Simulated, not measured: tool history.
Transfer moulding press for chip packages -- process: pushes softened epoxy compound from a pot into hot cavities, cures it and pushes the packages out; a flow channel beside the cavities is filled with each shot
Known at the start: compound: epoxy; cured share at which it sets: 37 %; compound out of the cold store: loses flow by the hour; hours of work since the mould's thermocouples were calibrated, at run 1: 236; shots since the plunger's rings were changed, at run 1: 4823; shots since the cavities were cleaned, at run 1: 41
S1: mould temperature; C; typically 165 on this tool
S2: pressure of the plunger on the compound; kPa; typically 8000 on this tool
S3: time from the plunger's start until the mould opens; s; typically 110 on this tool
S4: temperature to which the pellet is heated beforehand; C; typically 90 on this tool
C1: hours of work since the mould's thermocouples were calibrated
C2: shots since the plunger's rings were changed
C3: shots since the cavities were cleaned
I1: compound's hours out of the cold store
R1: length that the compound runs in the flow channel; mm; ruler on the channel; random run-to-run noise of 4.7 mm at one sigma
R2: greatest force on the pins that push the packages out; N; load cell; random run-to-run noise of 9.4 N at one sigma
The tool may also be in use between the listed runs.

| run | hour | S1 | S2 | S3 | S4 | C1 | C2 | C3 | I1 | R1 | R2 |
|---|---|---|---|---|---|---|---|---|---|---|---|
| 1 | 0.0 | 165 | 8000 | 110 | 90 | 236 | 4823 | 41 | 29.5 | 865 | 480 |
| 2 | 47.8 | 165 | 8000 | 110 | 90 | 270 | 5352 | 570 | 31.6 | 851 | 736 |
|  | 81.1 | cavities cleaned with cleaning compound and waxed |
| 3 | 81.1 | 165 | 8000 | 110 | 90 | 292 | 5703 | 0 | 40.9 | 809 | 451 |
| 4 | 111.2 | 165 | 8000 | 110 | 82 | 313 | 6037 | 334 | 34.7 | 835 | 643 |
|  | 166.5 | cavities cleaned with cleaning compound and waxed |
| 5 | 166.5 | 165 | 6910 | 110 | 82 | 351 | 6632 | 0 | 21.8 | 799 | 466 |
|  | 187.6 | plunger's sealing rings changed |
| 6 | 199.2 | 159 | 6910 | 110 | 82 | 373 | 128 | 333 | 20.9 | 901 | 970 |
|  | 255.4 | cavities cleaned with cleaning compound and waxed |
| 7 | 256.4 | 159 | 6910 | 110 | 95 | 412 | 744 | 11 | 45.1 | 819 | 614 |
| 8 | 315.3 | 166 | 6910 | 110 | 95 | 454 | 1396 | 663 | 29.0 | 831 | 711 |
|  | 328.4 | mould's thermocouples calibrated |
|  | 344.0 | cavities cleaned with cleaning compound and waxed |
| 9 | 373.5 | 166 | 6910 | 110 | 95 | 31 | 2000 | 326 | 14.9 | 884 | 598 |
|  | 431.2 | cavities cleaned with cleaning compound and waxed |
| 10 | 432.1 | 166 | 6910 | 110 | 95 | 71 | 2632 | 10 | 23.2 | 837 | 422 |
|  | 456.4 | mould's thermocouples calibrated, once more |
| 11 | 481.0 | 165 | 8000 | 110 | 86 | 17 | 3150 | 528 | 15.2 | 940 | 693 |
|  | 517.4 | cavities cleaned with cleaning compound and waxed |
| 12 | 540.6 | 165 | 8000 | 110 | 86 | 59 | 3793 | 256 | 17.7 | 911 | 613 |
| 13 | 584.2 | 173 | 8000 | 110 | 90 | 89 | 4275 | 738 | 16.7 | 886 | 629 |
|  | 601.4 | cavities cleaned with cleaning compound and waxed |
| 14 | 626.9 | 173 | 8000 | 110 | 90 | 119 | 4731 | 282 | 22.0 | 864 | 516 |
| 15 | 650.9 | 173 | 8000 | 110 | 90 | 135 | 4996 | 547 | 21.5 | 852 | 601 |
| 16 | 678.1 | 173 | 8000 | 110 | 90 | 155 | 5297 | 848 | 39.4 | 805 | 674 |
|  | 687.8 | cavities cleaned with cleaning compound and waxed |
| 17 | 717.9 | 173 | 9630 | 142 | 90 | 182 | 5721 | 333 | 20.2 | 947 | 514 |
| 18 | 762.2 | 173 | 9630 | 142 | 90 | 213 | 6211 | 823 | 14.3 | 956 | 647 |
|  | 775.4 | cavities cleaned with cleaning compound and waxed |
| 19 | 800.9 | 173 | 8340 | 127 | 90 | 240 | 6622 | 282 | 31.9 | 817 | 496 |
|  | 824.8 | plunger's sealing rings changed |
| 20 | 859.5 | 173 | 7160 | 127 | 90 | 279 | 384 | 903 | 24.7 | 858 | 676 |
|  | 864.4 | cavities cleaned with cleaning compound and waxed |
| 21 | 917.3 | 165 | 8000 | 146 | 83 | 319 | 1006 | 585 | 18.3 | 943 | 590 |
|  | 949.2 | cavities cleaned with cleaning compound and waxed |
| 22 | 950.2 | 165 | 8000 | 146 | 83 | 341 | 1354 | 12 | 8.3 | 986 | 373 |
| 23 | 988.8 | 165 | 8000 | 146 | 82 | 369 | 1780 | 438 | 43.7 | 849 | 583 |
| 24 | 1025.1 | 165 | 8000 | 134 | 93 | 394 | 2181 | 839 | 15.7 | 944 | 711 |
|  | 1035.9 | cavities cleaned with cleaning compound and waxed |
| 25 | 1075.2 | 165 | 6420 | 134 | 93 | 429 | 2719 | 434 | 23.3 | 797 | 569 |
| 26 | 1109.4 | 165 | 8480 | 134 | 90 | 453 | 3098 | 813 | 13.2 | 968 | 678 |
|  | 1122.2 | cavities cleaned with cleaning compound and waxed |
|  | 1128.2 | mould's thermocouples calibrated |
| 27 | 1150.7 | 158 | 8000 | 104 | 82 | 16 | 3515 | 293 | 27.0 | 908 | 1146 |

Consider 4 possible next runs. They are alternatives, not a sequence: every one starts from the tool as it was left by run 27. What does each give?
| A | 1191.0 | 165 | 8000 | 93 | 90 | 44 | 3962 | 740 | 8.7 | ? | ? |
| B | 1191.0 | 160 | 8000 | 110 | 85 | 44 | 3962 | 740 | 15.4 | ? | ? |
| C | 1191.0 | 165 | 7600 | 124 | 93 | 44 | 3962 | 740 | 20.7 | ? | ? |
| D | 1191.0 | 165 | 8400 | 92 | 89 | 44 | 3962 | 740 | 46.8 | ? | ? |

| run | R1 | R2 |
|---|---|---|
| A | 956 | 1040 |
| B | 945 | 1088 |
| C | 883 | 698 |
| D | 841 | 993 |
With the hidden condition removed and each run's random variation left untouched, the same runs would have given:
| run | R1 | R2 |
|---|---|---|
| A | 1007 | 594 |
| B | 995 | 622 |
| C | 930 | 402 |
| D | 885 | 570 |

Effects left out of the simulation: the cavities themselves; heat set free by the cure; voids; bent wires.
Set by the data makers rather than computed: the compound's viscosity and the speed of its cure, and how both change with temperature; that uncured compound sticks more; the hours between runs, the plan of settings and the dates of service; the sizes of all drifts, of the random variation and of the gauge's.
